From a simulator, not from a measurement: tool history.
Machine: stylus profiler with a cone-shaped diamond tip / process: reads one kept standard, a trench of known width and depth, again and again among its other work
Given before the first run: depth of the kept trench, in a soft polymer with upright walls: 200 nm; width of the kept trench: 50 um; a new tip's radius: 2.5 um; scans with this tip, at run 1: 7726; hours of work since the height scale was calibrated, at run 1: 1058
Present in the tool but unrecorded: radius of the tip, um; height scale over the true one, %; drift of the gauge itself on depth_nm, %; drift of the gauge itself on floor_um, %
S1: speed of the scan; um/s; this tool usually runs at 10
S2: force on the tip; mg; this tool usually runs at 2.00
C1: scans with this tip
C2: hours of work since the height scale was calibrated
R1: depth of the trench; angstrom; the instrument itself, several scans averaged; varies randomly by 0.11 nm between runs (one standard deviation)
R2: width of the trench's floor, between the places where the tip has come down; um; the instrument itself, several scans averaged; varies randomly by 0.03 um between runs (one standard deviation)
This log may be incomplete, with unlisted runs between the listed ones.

{"run": 1, "hour": 0.0, "S1": 10, "S2": 2.0, "C1": 7726, "C2": 1058, "R1": 2009.0, "R2": 47.43}
{"run": 2, "hour": 51.0, "S1": 10, "S2": 2.0, "C1": 8011, "C2": 1097, "R1": 2008.7, "R2": 47.45}
{"run": 3, "hour": 98.6, "S1": 10, "S2": 2.0, "C1": 8278, "C2": 1133, "R1": 2006.5, "R2": 47.39}
{"run": 4, "hour": 148.6, "S1": 10, "S2": 2.0, "C1": 8558, "C2": 1171, "R1": 2008.6, "R2": 47.37}
{"run": 5, "hour": 176.9, "S1": 10, "S2": 2.0, "C1": 8716, "C2": 1193, "R1": 2006.1, "R2": 47.39}
{"run": 6, "hour": 232.3, "S1": 10, "S2": 0.69, "C1": 9026, "C2": 1236, "R1": 1997.1, "R2": 47.33}
{"run": 7, "hour": 275.0, "S1": 10, "S2": 0.69, "C1": 9265, "C2": 1268, "R1": 1996.7, "R2": 47.32}
{"hour": 279.3, "done": "height scale calibrated on a step standard"}
{"run": 8, "hour": 305.1, "S1": 10, "S2": 0.69, "C1": 9431, "C2": 20, "R1": 1985.9, "R2": 47.32}
{"run": 9, "hour": 345.7, "S1": 10, "S2": 3.91, "C1": 9659, "C2": 51, "R1": 2009.1, "R2": 47.38}
{"hour": 360.6, "done": "height scale calibrated on a step standard, once more"}
{"run": 10, "hour": 404.1, "S1": 10, "S2": 2.0, "C1": 9983, "C2": 33, "R1": 2017.9, "R2": 47.31}
{"run": 11, "hour": 446.9, "S1": 10, "S2": 2.0, "C1": 10222, "C2": 66, "R1": 2016.4, "R2": 47.31}
{"run": 12, "hour": 502.9, "S1": 10, "S2": 2.0, "C1": 10536, "C2": 109, "R1": 2016.1, "R2": 47.3}
{"run": 13, "hour": 556.4, "S1": 10, "S2": 2.0, "C1": 10836, "C2": 150, "R1": 2014.8, "R2": 47.24}
{"run": 14, "hour": 606.0, "S1": 10, "S2": 2.0, "C1": 11113, "C2": 188, "R1": 2016.2, "R2": 47.27}
{"run": 15, "hour": 633.6, "S1": 26, "S2": 2.0, "C1": 11268, "C2": 209, "R1": 2016.2, "R2": 47.17}
{"run": 16, "hour": 679.1, "S1": 26, "S2": 2.0, "C1": 11522, "C2": 244, "R1": 2015.3, "R2": 47.17}

The next listed run, before its measurement:
{"run": 17, "hour": 725.5, "S1": 5, "S2": 2.1, "C1": 11782, "C2": 280, "R1": "?", "R2": "?"}

R1: 2014.7 angstrom
R2: 47.25 um
Take away the tool's hidden state, keep the run-to-run variation as it was, and the same run would have given R1 2018.6 angstrom, R2 48.04 um.
